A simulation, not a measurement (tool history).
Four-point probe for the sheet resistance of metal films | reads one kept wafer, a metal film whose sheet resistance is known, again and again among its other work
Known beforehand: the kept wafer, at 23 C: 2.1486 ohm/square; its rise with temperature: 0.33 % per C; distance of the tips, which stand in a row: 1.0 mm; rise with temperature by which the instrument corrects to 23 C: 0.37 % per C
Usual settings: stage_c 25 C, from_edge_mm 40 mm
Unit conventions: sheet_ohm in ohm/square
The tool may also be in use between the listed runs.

Run 1, hour 0: usual settings. Result: sheet_ohm 2.148317 ohm/square.
Run 2, hour 42.8: usual settings but stage_c 27 C. Result: sheet_ohm 2.146633 ohm/square.
Run 3, hour 92.6: usual settings but stage_c 27 C. Result: sheet_ohm 2.146023 ohm/square.
Run 4, hour 139.2: usual settings. Result: sheet_ohm 2.147887 ohm/square.
Run 5, hour 186.1: usual settings but stage_c 23 C. Result: sheet_ohm 2.14986 ohm/square.
Run 6, hour 225.1: usual settings but stage_c 23 C. Result: sheet_ohm 2.149357 ohm/square.
Run 7, hour 266.5: usual settings but stage_c 34 C. Result: sheet_ohm 2.141017 ohm/square.
Run 8, hour 287.1: usual settings but stage_c 34 C. Result: sheet_ohm 2.141257 ohm/square.
Run 9, hour 309.4: usual settings but stage_c 21 C. Result: sheet_ohm 2.150556 ohm/square.
Run 10, hour 358.6: usual settings but from_edge_mm 7 mm. Result: sheet_ohm 2.170257 ohm/square.
Run 11, hour 379.5: usual settings but from_edge_mm 7 mm. Result: sheet_ohm 2.17059 ohm/square.
Run 12, hour 428.2: usual settings. Result: sheet_ohm 2.147861 ohm/square.
Run 13, hour 470.5: usual settings but stage_c 18 C. Result: sheet_ohm 2.153243 ohm/square.
Run 14, hour 507.3: usual settings but stage_c 18 C. Result: sheet_ohm 2.152998 ohm/square.
Run 15, hour 555.7: usual settings but stage_c 18 C. Result: sheet_ohm 2.154261 ohm/square.
Run 16, hour 603.2: usual settings but stage_c 18 C. Result: sheet_ohm 2.153978 ohm/square.
Run 17, hour 626: usual settings but stage_c 18 C. Result: sheet_ohm 2.15326 ohm/square.
Run 18, hour 650.6: usual settings but stage_c 18 C. Result: sheet_ohm 2.153753 ohm/square.
Run 19, hour 683.4: usual settings but stage_c 18 C. Result: sheet_ohm 2.154225 ohm/square.
Run 20, hour 703.8: usual settings but from_edge_mm 11 mm. Result: sheet_ohm 2.156536 ohm/square.
Run 21, hour 750.2: usual settings but from_edge_mm 4 mm. Result: sheet_ohm 2.217491 ohm/square.
Run 22, hour 772.6: usual settings but from_edge_mm 62 mm. Result: sheet_ohm 2.147633 ohm/square.
Run 23, hour 802: usual settings but stage_c 31 C, from_edge_mm 41 mm. Result: sheet_ohm 2.142167 ohm/square.
Run 24, hour 841.5: usual settings but stage_c 32 C, from_edge_mm 7 mm. Result: sheet_ohm 2.165252 ohm/square.
Run 25, hour 889.4: usual settings but stage_c 32 C, from_edge_mm 7 mm. Result: sheet_ohm 2.165726 ohm/square.
Run 26, hour 926.3: usual settings but stage_c 32 C, from_edge_mm 7 mm. Result: sheet_ohm 2.16533 ohm/square.
Run 27, hour 961: usual settings but stage_c 32 C, from_edge_mm 7 mm. Result: sheet_ohm 2.164692 ohm/square.
Run 28, hour 998.1: usual settings but from_edge_mm 17 mm. Result: sheet_ohm 2.150239 ohm/square.
Run 29, hour 1031.1: usual settings but from_edge_mm 17 mm. Result: sheet_ohm 2.152493 ohm/square.
Run 30, hour 1066.2: usual settings but stage_c 19 C, from_edge_mm 27 mm. Result: sheet_ohm 2.153438 ohm/square.
Run 31, hour 1095.2: usual settings but stage_c 21 C, from_edge_mm 6 mm. Result: sheet_ohm 2.182253 ohm/square.
Run 32, hour 1131.5: usual settings but from_edge_mm 43 mm. Result: sheet_ohm 2.146811 ohm/square.
Run 33, hour 1170.2: usual settings but stage_c 18 C, from_edge_mm 6 mm. Result: sheet_ohm 2.184413 ohm/square.
Run 34, hour 1195.8: usual settings but stage_c 31 C, from_edge_mm 22 mm. Result: sheet_ohm 2.145928 ohm/square.
Run 35, hour 1229.4: usual settings but stage_c 31 C, from_edge_mm 22 mm. Result: sheet_ohm 2.145499 ohm/square.
Run 36, hour 1252: usual settings but from_edge_mm 56 mm. Result: sheet_ohm 2.147189 ohm/square.
Run 37, hour 1277.5: usual settings but from_edge_mm 50 mm. Result: sheet_ohm 2.147495 ohm/square.

Predict the results of run 38:
Run 38, hour 1321.5: usual settings but from_edge_mm 50 mm. Result: sheet_ohm ?.

Logged for run 38: sheet_ohm 2.147399 ohm/square.
Take away the tool's hidden state, keep the run-to-run variation as it was, and the same run would have given sheet_ohm 2.147329 ohm/square.
